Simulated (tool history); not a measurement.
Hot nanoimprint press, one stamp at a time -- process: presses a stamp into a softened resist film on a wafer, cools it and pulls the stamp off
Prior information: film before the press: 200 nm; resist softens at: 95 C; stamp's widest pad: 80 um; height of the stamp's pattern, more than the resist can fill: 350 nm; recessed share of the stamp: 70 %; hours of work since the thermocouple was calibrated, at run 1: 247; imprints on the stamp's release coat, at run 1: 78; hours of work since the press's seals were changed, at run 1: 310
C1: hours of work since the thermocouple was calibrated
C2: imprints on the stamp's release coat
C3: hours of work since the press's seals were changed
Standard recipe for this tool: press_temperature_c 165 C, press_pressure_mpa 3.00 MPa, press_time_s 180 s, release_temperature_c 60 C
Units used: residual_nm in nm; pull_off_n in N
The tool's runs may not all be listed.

{"run": 1, "hour": 0.0, "press_temperature_c": 165, "press_pressure_mpa": 3.0, "press_time_s": 180, "release_temperature_c": 60, "C1": 247, "C2": 78, "C3": 310, "residual_nm": 80.9, "pull_off_n": 192}
{"run": 2, "hour": 24.3, "press_temperature_c": 165, "press_pressure_mpa": 3.0, "press_time_s": 180, "release_temperature_c": 60, "C1": 257, "C2": 117, "C3": 320, "residual_nm": 80.1, "pull_off_n": 198}
{"run": 3, "hour": 63.9, "press_temperature_c": 165, "press_pressure_mpa": 3.0, "press_time_s": 180, "release_temperature_c": 60, "C1": 274, "C2": 180, "C3": 337, "residual_nm": 78.5, "pull_off_n": 193}
{"run": 4, "hour": 88.8, "press_temperature_c": 165, "press_pressure_mpa": 3.0, "press_time_s": 180, "release_temperature_c": 60, "C1": 285, "C2": 219, "C3": 348, "residual_nm": 78.9, "pull_off_n": 194}
{"run": 5, "hour": 110.0, "press_temperature_c": 165, "press_pressure_mpa": 3.0, "press_time_s": 180, "release_temperature_c": 60, "C1": 294, "C2": 253, "C3": 357, "residual_nm": 80.7, "pull_off_n": 199}
{"run": 6, "hour": 158.0, "press_temperature_c": 165, "press_pressure_mpa": 2.36, "press_time_s": 180, "release_temperature_c": 60, "C1": 315, "C2": 329, "C3": 378, "residual_nm": 89.2, "pull_off_n": 201}
{"run": 7, "hour": 182.0, "press_temperature_c": 165, "press_pressure_mpa": 2.36, "press_time_s": 180, "release_temperature_c": 60, "C1": 325, "C2": 367, "C3": 388, "residual_nm": 89.3, "pull_off_n": 193}
{"run": 8, "hour": 216.6, "press_temperature_c": 165, "press_pressure_mpa": 2.36, "press_time_s": 180, "release_temperature_c": 60, "C1": 340, "C2": 422, "C3": 403, "residual_nm": 90.4, "pull_off_n": 198}
{"run": 9, "hour": 257.2, "press_temperature_c": 165, "press_pressure_mpa": 2.36, "press_time_s": 180, "release_temperature_c": 60, "C1": 357, "C2": 486, "C3": 421, "residual_nm": 89.9, "pull_off_n": 201}
{"run": 10, "hour": 298.9, "press_temperature_c": 165, "press_pressure_mpa": 2.36, "press_time_s": 180, "release_temperature_c": 60, "C1": 375, "C2": 552, "C3": 438, "residual_nm": 89.8, "pull_off_n": 196}
{"run": 11, "hour": 341.6, "press_temperature_c": 165, "press_pressure_mpa": 2.36, "press_time_s": 180, "release_temperature_c": 60, "C1": 394, "C2": 620, "C3": 457, "residual_nm": 90.4, "pull_off_n": 202}
{"run": 12, "hour": 383.3, "press_temperature_c": 163, "press_pressure_mpa": 3.71, "press_time_s": 114, "release_temperature_c": 61, "C1": 412, "C2": 686, "C3": 475, "residual_nm": 95.0, "pull_off_n": 194}
{"run": 13, "hour": 418.1, "press_temperature_c": 163, "press_pressure_mpa": 3.71, "press_time_s": 114, "release_temperature_c": 61, "C1": 426, "C2": 741, "C3": 490, "residual_nm": 95.6, "pull_off_n": 199}
{"hour": 450.8, "done": "plate thermocouple calibrated"}
{"hour": 461.5, "done": "stamp cleaned and given a new release coat"}
{"run": 14, "hour": 464.3, "press_temperature_c": 173, "press_pressure_mpa": 3.0, "press_time_s": 180, "release_temperature_c": 60, "C1": 3, "C2": 4, "C3": 506, "residual_nm": 51.6, "pull_off_n": 197}
{"run": 15, "hour": 512.8, "press_temperature_c": 175, "press_pressure_mpa": 3.89, "press_time_s": 112, "release_temperature_c": 54, "C1": 24, "C2": 81, "C3": 526, "residual_nm": 49.5, "pull_off_n": 213}
{"run": 16, "hour": 552.4, "press_temperature_c": 175, "press_pressure_mpa": 3.89, "press_time_s": 112, "release_temperature_c": 54, "C1": 41, "C2": 144, "C3": 544, "residual_nm": 48.9, "pull_off_n": 217}
{"run": 17, "hour": 600.3, "press_temperature_c": 157, "press_pressure_mpa": 4.32, "press_time_s": 96, "release_temperature_c": 54, "C1": 62, "C2": 219, "C3": 564, "residual_nm": 127.2, "pull_off_n": 215}
{"run": 18, "hour": 649.6, "press_temperature_c": 165, "press_pressure_mpa": 3.0, "press_time_s": 173, "release_temperature_c": 60, "C1": 83, "C2": 298, "C3": 585, "residual_nm": 80.7, "pull_off_n": 196}
{"run": 19, "hour": 694.0, "press_temperature_c": 165, "press_pressure_mpa": 3.0, "press_time_s": 128, "release_temperature_c": 60, "C1": 102, "C2": 368, "C3": 604, "residual_nm": 89.7, "pull_off_n": 195}
{"run": 20, "hour": 716.0, "press_temperature_c": 159, "press_pressure_mpa": 2.11, "press_time_s": 180, "release_temperature_c": 49, "C1": 111, "C2": 403, "C3": 614, "residual_nm": 126.2, "pull_off_n": 229}
{"run": 21, "hour": 737.2, "press_temperature_c": 177, "press_pressure_mpa": 2.15, "press_time_s": 180, "release_temperature_c": 60, "C1": 120, "C2": 437, "C3": 623, "residual_nm": 50.0, "pull_off_n": 201}
{"run": 22, "hour": 774.6, "press_temperature_c": 177, "press_pressure_mpa": 1.89, "press_time_s": 249, "release_temperature_c": 60, "C1": 137, "C2": 496, "C3": 639, "residual_nm": 48.1, "pull_off_n": 202}

Entry by entry between the runs, the difference in hidden state between the last listed run before and the first listed run after:
Runs 13 to 14: plate thermocouple calibrated (hour 450.8); stamp cleaned and given a new release coat (hour 461.5)
  true temperature over the reading, C: -0.04 -> 0.01; grip of the stamp's worn release coat, % over a new coat's: 0.3 -> 0

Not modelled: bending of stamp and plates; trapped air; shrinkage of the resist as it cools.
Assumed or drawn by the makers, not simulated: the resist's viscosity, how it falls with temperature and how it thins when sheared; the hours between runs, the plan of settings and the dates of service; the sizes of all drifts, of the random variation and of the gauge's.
